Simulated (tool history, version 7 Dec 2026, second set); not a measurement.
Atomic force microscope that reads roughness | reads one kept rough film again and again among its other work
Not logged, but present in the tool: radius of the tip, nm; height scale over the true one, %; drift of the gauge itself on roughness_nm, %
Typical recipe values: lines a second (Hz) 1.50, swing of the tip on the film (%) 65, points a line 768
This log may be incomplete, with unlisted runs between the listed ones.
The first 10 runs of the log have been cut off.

run	day	lines a second (Hz)	swing of the tip on the film (%)	points a line	pictures with this tip	hours of work since the height scale was calibrated	roughness of the kept film (nm (root mean square))
11	20.483	2.93	65	768	75	710	2.669
# day 21.292: new tip fitted
12	22.812	1.50	65	456	40	737	2.781
# day 24.954: new tip fitted
13	25.629	0.60	65	768	18	769	2.851
# day 28.529: new tip fitted
14	28.529	0.60	79	768	0	803	2.844
15	30.554	1.50	65	417	53	826	2.750
# day 32.158: new tip fitted
16	33.192	1.50	65	417	27	857	2.788
17	35.271	1.50	65	417	82	881	2.711
# day 35.733: new tip fitted
18	37.333	1.50	65	417	42	904	2.774
# day 39.254: new tip fitted
19	40.092	0.64	65	395	22	936	2.838
20	42.046	0.64	65	395	73	959	2.758
# day 42.779: new tip fitted
21	44.742	0.53	89	768	51	990	2.734
# day 46.362: new tip fitted
22	47.250	0.53	78	709	23	1019	2.812

Run 23 has not been measured yet. What should we expect?
23	48.708	0.53	59	709	61	1036	?

roughness of the kept film (nm (root mean square)): 2.792
Without the tool's hidden state the same run would have given roughness of the kept film (nm (root mean square)) 2.892.

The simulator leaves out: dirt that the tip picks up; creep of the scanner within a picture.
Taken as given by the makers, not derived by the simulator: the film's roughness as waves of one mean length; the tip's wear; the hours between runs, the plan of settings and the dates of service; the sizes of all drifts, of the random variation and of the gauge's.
